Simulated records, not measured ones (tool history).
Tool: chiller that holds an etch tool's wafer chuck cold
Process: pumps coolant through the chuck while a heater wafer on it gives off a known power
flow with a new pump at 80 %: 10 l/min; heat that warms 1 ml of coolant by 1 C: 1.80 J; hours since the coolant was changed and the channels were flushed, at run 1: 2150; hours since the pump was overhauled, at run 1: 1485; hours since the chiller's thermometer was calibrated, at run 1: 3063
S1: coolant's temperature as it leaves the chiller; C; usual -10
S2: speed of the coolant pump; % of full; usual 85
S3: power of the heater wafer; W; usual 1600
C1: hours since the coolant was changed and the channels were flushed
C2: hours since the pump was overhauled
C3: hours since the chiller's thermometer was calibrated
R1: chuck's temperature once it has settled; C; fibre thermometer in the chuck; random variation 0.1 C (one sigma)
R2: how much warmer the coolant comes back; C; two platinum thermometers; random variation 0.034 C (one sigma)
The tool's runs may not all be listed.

{"run": 1, "hour": 0.0, "S1": -10, "S2": 85, "S3": 1600, "C1": 2150, "C2": 1485, "C3": 3063, "R1": 5.0, "R2": 5.05}
{"run": 2, "hour": 29.2, "S1": -14, "S2": 85, "S3": 1600, "C1": 2179, "C2": 1514, "C3": 3093, "R1": 0.9, "R2": 5.06}
{"run": 3, "hour": 56.3, "S1": -14, "S2": 85, "S3": 1600, "C1": 2206, "C2": 1541, "C3": 3120, "R1": 1.0, "R2": 5.01}
{"run": 4, "hour": 98.1, "S1": -14, "S2": 85, "S3": 1600, "C1": 2248, "C2": 1583, "C3": 3162, "R1": 1.0, "R2": 5.06}
{"run": 5, "hour": 120.4, "S1": -12, "S2": 85, "S3": 1600, "C1": 2270, "C2": 1605, "C3": 3184, "R1": 2.9, "R2": 5.07}
{"run": 6, "hour": 149.2, "S1": -10, "S2": 85, "S3": 1233, "C1": 2299, "C2": 1634, "C3": 3213, "R1": 1.5, "R2": 3.87}
{"run": 7, "hour": 169.1, "S1": -10, "S2": 85, "S3": 1233, "C1": 2319, "C2": 1654, "C3": 3233, "R1": 1.5, "R2": 3.89}
{"run": 8, "hour": 209.7, "S1": -10, "S2": 85, "S3": 1233, "C1": 2360, "C2": 1694, "C3": 3273, "R1": 1.5, "R2": 3.93}
{"run": 9, "hour": 247.8, "S1": -10, "S2": 85, "S3": 1233, "C1": 2398, "C2": 1732, "C3": 3311, "R1": 1.5, "R2": 3.95}
{"run": 10, "hour": 274.3, "S1": -10, "S2": 85, "S3": 1600, "C1": 2424, "C2": 1759, "C3": 3338, "R1": 5.0, "R2": 5.09}
{"run": 11, "hour": 301.0, "S1": -10, "S2": 85, "S3": 1600, "C1": 2451, "C2": 1785, "C3": 3364, "R1": 5.2, "R2": 5.08}
{"run": 12, "hour": 336.7, "S1": -10, "S2": 85, "S3": 1600, "C1": 2487, "C2": 1821, "C3": 3400, "R1": 5.1, "R2": 5.07}
{"run": 13, "hour": 365.6, "S1": -10, "S2": 85, "S3": 1600, "C1": 2515, "C2": 1850, "C3": 3429, "R1": 5.1, "R2": 5.11}
{"run": 14, "hour": 386.8, "S1": -10, "S2": 85, "S3": 1600, "C1": 2537, "C2": 1871, "C3": 3450, "R1": 5.0, "R2": 5.1}
{"run": 15, "hour": 425.7, "S1": -10, "S2": 85, "S3": 1600, "C1": 2576, "C2": 1910, "C3": 3489, "R1": 5.1, "R2": 5.09}
{"run": 16, "hour": 452.1, "S1": -10, "S2": 85, "S3": 1600, "C1": 2602, "C2": 1937, "C3": 3516, "R1": 5.0, "R2": 5.07}
{"run": 17, "hour": 484.0, "S1": -10, "S2": 85, "S3": 1600, "C1": 2634, "C2": 1969, "C3": 3547, "R1": 5.3, "R2": 5.06}
{"run": 18, "hour": 506.8, "S1": -7, "S2": 86, "S3": 1224, "C1": 2657, "C2": 1991, "C3": 3570, "R1": 4.3, "R2": 3.86}
{"run": 19, "hour": 533.5, "S1": -7, "S2": 86, "S3": 1224, "C1": 2683, "C2": 2018, "C3": 3597, "R1": 4.2, "R2": 3.85}
{"run": 20, "hour": 574.1, "S1": -7, "S2": 86, "S3": 1224, "C1": 2724, "C2": 2059, "C3": 3638, "R1": 4.4, "R2": 3.88}
{"run": 21, "hour": 611.7, "S1": -7, "S2": 86, "S3": 1224, "C1": 2762, "C2": 2096, "C3": 3675, "R1": 4.3, "R2": 3.9}
{"run": 22, "hour": 639.4, "S1": -10, "S2": 67, "S3": 875, "C1": 2789, "C2": 2124, "C3": 3703, "R1": -0.4, "R2": 3.6}
{"run": 23, "hour": 666.6, "S1": -10, "S2": 67, "S3": 803, "C1": 2816, "C2": 2151, "C3": 3730, "R1": -1.2, "R2": 3.34}
{"run": 24, "hour": 688.6, "S1": -2, "S2": 67, "S3": 1597, "C1": 2838, "C2": 2173, "C3": 3752, "R1": 15.9, "R2": 6.58}
{"run": 25, "hour": 725.2, "S1": -2, "S2": 67, "S3": 1597, "C1": 2875, "C2": 2210, "C3": 3789, "R1": 15.8, "R2": 6.58}
{"run": 26, "hour": 743.5, "S1": -19, "S2": 75, "S3": 2230, "C1": 2893, "C2": 2228, "C3": 3807, "R1": 4.5, "R2": 8.1}
{"run": 27, "hour": 764.4, "S1": -12, "S2": 62, "S3": 1996, "C1": 2914, "C2": 2249, "C3": 3828, "R1": 11.6, "R2": 8.98}
{"run": 28, "hour": 790.2, "S1": -12, "S2": 62, "S3": 1996, "C1": 2940, "C2": 2275, "C3": 3854, "R1": 11.9, "R2": 8.97}
{"run": 29, "hour": 825.8, "S1": -10, "S2": 74, "S3": 1805, "C1": 2976, "C2": 2310, "C3": 3889, "R1": 9.0, "R2": 6.7}
{"run": 30, "hour": 867.2, "S1": -10, "S2": 74, "S3": 1805, "C1": 3017, "C2": 2352, "C3": 3931, "R1": 9.0, "R2": 6.67}
{"run": 31, "hour": 898.3, "S1": -10, "S2": 78, "S3": 2020, "C1": 3048, "C2": 2383, "C3": 3962, "R1": 10.7, "R2": 7.15}
{"run": 32, "hour": 930.1, "S1": -11, "S2": 77, "S3": 1600, "C1": 3080, "C2": 2415, "C3": 3994, "R1": 5.4, "R2": 5.76}

The same runs without the tool's hidden state, with the same run-to-run variation:
The hidden state here: heat passed by the chuck's channels, % of clean ones'; flow at a given pump speed, % of a new pump's; coolant's true temperature over the reading, C; drift of the gauge itself on chuck_c, C; drift of the gauge itself on warmer_back_c, C.
run=1 R1=4.7 R2=4.99
run=2 R1=0.6 R2=4.99
run=3 R1=0.7 R2=4.95
run=4 R1=0.7 R2=4.99
run=5 R1=2.6 R2=5.00
run=6 R1=1.4 R2=3.81
run=7 R1=1.4 R2=3.83
run=8 R1=1.4 R2=3.87
run=9 R1=1.3 R2=3.89
run=10 R1=4.7 R2=5.00
run=11 R1=4.8 R2=4.99
run=12 R1=4.7 R2=4.98
run=13 R1=4.7 R2=5.01
run=14 R1=4.6 R2=5.01
run=15 R1=4.7 R2=4.99
run=16 R1=4.6 R2=4.97
run=17 R1=4.8 R2=4.96
run=18 R1=4.1 R2=3.78
run=19 R1=4.0 R2=3.77
run=20 R1=4.2 R2=3.79
run=21 R1=4.1 R2=3.81
run=22 R1=-0.5 R2=3.52
run=23 R1=-1.2 R2=3.27
run=24 R1=15.2 R2=6.42
run=25 R1=15.1 R2=6.42
run=26 R1=3.4 R2=7.90
run=27 R1=10.4 R2=8.75
run=28 R1=10.7 R2=8.75
run=29 R1=8.1 R2=6.53
run=30 R1=8.2 R2=6.49
run=31 R1=9.7 R2=6.96
run=32 R1=4.7 R2=5.60

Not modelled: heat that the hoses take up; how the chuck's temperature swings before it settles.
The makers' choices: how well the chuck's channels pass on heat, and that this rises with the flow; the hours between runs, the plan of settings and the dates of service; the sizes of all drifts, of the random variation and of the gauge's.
